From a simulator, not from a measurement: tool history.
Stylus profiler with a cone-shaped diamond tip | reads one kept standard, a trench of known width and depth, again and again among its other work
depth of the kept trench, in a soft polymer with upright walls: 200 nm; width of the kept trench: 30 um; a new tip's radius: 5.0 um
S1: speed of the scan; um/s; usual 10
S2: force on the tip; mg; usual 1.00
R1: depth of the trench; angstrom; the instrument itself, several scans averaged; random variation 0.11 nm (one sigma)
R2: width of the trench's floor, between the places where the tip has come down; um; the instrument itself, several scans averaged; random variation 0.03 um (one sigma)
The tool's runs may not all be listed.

| run | hour | S1 | S2 | R1 | R2 |
|---|---|---|---|---|---|
| 1 | 0.0 | 10 | 1.00 | 2005.5 | 26.13 |
| 2 | 53.1 | 10 | 1.00 | 2004.4 | 26.12 |
| 3 | 110.0 | 10 | 1.00 | 2004.1 | 26.09 |
| 4 | 163.0 | 10 | 0.94 | 2000.9 | 26.06 |
| 5 | 206.2 | 10 | 1.80 | 2011.9 | 26.09 |
| 6 | 258.2 | 10 | 1.80 | 2010.1 | 26.09 |
| 7 | 284.0 | 10 | 1.80 | 2012.5 | 26.06 |
| 8 | 310.2 | 10 | 1.80 | 2010.4 | 25.99 |
| 9 | 362.9 | 9 | 1.00 | 2002.9 | 25.98 |
| 10 | 406.4 | 10 | 1.00 | 2000.9 | 25.96 |
| 11 | 458.4 | 10 | 1.00 | 2002.2 | 25.95 |
| 12 | 508.7 | 10 | 0.42 | 1993.1 | 25.92 |
| 13 | 533.7 | 10 | 0.42 | 1992.0 | 25.89 |
| 14 | 589.7 | 10 | 1.00 | 2000.6 | 25.89 |
| 15 | 643.1 | 3 | 1.00 | 1999.7 | 25.92 |
| 16 | 686.9 | 21 | 1.00 | 1999.3 | 25.81 |
| 17 | 712.2 | 21 | 1.00 | 1999.5 | 25.71 |
| 18 | 767.7 | 21 | 1.00 | 1998.9 | 25.73 |
| 19 | 794.2 | 21 | 1.00 | 2000.8 | 25.71 |
| 20 | 836.7 | 2 | 1.00 | 1998.1 | 25.88 |
| 21 | 880.0 | 10 | 1.00 | 1999.0 | 25.78 |
| 22 | 935.4 | 10 | 1.00 | 1999.8 | 25.73 |
| 23 | 969.9 | 10 | 1.00 | 1997.7 | 25.73 |
| 24 | 999.4 | 16 | 1.76 | 2003.9 | 25.70 |
| 25 | 1033.7 | 4 | 1.71 | 2005.9 | 25.85 |
| 26 | 1075.3 | 3 | 1.71 | 2005.7 | 25.75 |
| 27 | 1101.2 | 3 | 1.94 | 2008.8 | 25.81 |
| 28 | 1146.1 | 6 | 1.68 | 2004.4 | 25.73 |
|  | 1168.1 | height scale calibrated on a step standard |
| 29 | 1192.7 | 3 | 1.08 | 2021.5 | 25.69 |
| 30 | 1248.4 | 3 | 0.92 | 2017.8 | 25.74 |
| 31 | 1300.6 | 3 | 2.19 | 2030.0 | 25.69 |
| 32 | 1336.0 | 3 | 1.37 | 2022.9 | 25.67 |
| 33 | 1365.7 | 5 | 1.80 | 2027.5 | 25.61 |
| 34 | 1400.9 | 23 | 1.80 | 2027.9 | 25.53 |
| 35 | 1444.9 | 7 | 0.38 | 2008.9 | 25.55 |
| 36 | 1487.3 | 2 | 1.31 | 2020.9 | 25.60 |
| 37 | 1521.7 | 39 | 1.71 | 2023.9 | 25.29 |
| 38 | 1554.6 | 10 | 1.52 | 2025.8 | 25.51 |
| 39 | 1594.2 | 10 | 0.76 | 2016.1 | 25.48 |
| 40 | 1623.7 | 10 | 0.76 | 2012.2 | 25.49 |
| 41 | 1675.8 | 8 | 0.74 | 2015.0 | 25.45 |
| 42 | 1731.6 | 26 | 0.94 | 2014.8 | 25.30 |
| 43 | 1771.6 | 26 | 0.94 | 2013.6 | 25.24 |
| 44 | 1828.3 | 17 | 0.36 | 2006.1 | 25.27 |
| 45 | 1874.3 | 7 | 0.67 | 2010.9 | 25.40 |

5 ways to go on from here, each from the tool as it stands after run 45. What would each give?
| A | 1919.9 | 4 | 1.89 | ? | ? |
| B | 1919.9 | 6 | 1.00 | ? | ? |
| C | 1919.9 | 28 | 2.18 | ? | ? |
| D | 1919.9 | 7 | 0.75 | ? | ? |
| E | 1919.9 | 3 | 0.42 | ? | ? |

| run | R1 | R2 |
|---|---|---|
| A | 2022.2 | 25.43 |
| B | 2014.3 | 25.38 |
| C | 2027.6 | 25.27 |
| D | 2011.5 | 25.37 |
| E | 2005.8 | 25.42 |
Without the tool's hidden state the same runs would have given:
| run | R1 | R2 |
|---|---|---|
| A | 2026.2 | 27.17 |
| B | 2018.3 | 27.11 |
| C | 2031.6 | 27.01 |
| D | 2015.4 | 27.11 |
| E | 2009.7 | 27.15 |
